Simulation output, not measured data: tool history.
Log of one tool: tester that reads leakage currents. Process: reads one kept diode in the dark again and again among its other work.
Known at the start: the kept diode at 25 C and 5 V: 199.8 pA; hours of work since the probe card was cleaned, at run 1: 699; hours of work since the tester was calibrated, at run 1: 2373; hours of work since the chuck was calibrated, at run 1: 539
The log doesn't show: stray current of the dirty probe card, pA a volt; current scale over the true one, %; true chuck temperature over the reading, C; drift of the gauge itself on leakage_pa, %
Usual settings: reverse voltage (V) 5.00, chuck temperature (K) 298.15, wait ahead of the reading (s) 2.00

run    hour  reverse voltage (V)  chuck temperature (K)  wait ahead of the reading (s)  hours of work since the probe card was cleaned  hours of work since the tester was calibrated  hours of work since the chuck was calibrated  current that the tester gives (pA)
  1     0.0                 5.00                 298.15                           2.00                                             699                                           2373                                           539                              190.29
  2   128.9                 5.00                 307.15                           2.00                                             758                                           2432                                           597                              434.33
  3   229.2                 5.00                 307.15                           3.39                                             804                                           2477                                           643                              435.93
  4   319.7                 3.71                 298.15                           2.00                                             845                                           2519                                           684                              171.81
  5   405.4                 5.00                 298.15                           2.00                                             884                                           2558                                           723                              187.04
  6   538.4                 5.00                 328.15                           0.90                                             944                                           2618                                           784                             2552.72
  7   624.0                 6.43                 314.15                           2.00                                             983                                           2657                                           823                              858.11
  8   804.5                 8.98                 297.15                           2.87                                            1065                                           2739                                           905                              202.33
  9   929.7                 8.98                 297.15                           2.87                                            1122                                           2796                                           962                              201.33
 10  1088.3                 2.01                 303.15                           0.45                                            1195                                           2868                                          1034                              221.08

5 ways to go on from here, each from the tool as it stands after run 10. What would each give?
     1152.7  -- tester calibrated
  A  1237.6                 5.00                 298.15                           1.66                                            1262                                             39                                          1101                                   ?
     1152.7  -- tester calibrated
  B  1237.6                 3.38                 310.15                           5.64                                            1262                                             39                                          1101                                   ?
     1152.7  -- tester calibrated
  C  1237.6                 2.01                 303.15                           0.45                                            1262                                             39                                          1101                                   ?
     1152.7  -- tester calibrated
  D  1237.6                 2.01                 299.15                           0.45                                            1262                                             39                                          1101                                   ?
     1152.7  -- tester calibrated
  E  1237.6                 1.74                 303.15                           0.45                                            1262                                             39                                          1101                                   ?

run  current that the tester gives (pA)
  A                              183.54
  B                              484.80
  C                              220.47
  D                              150.87
  E                              210.18
Without the tool's hidden state the same runs would have given:
run  current that the tester gives (pA)
  A                              200.86
  B                              537.14
  C                              244.89
  D                              167.35
  E                              233.68
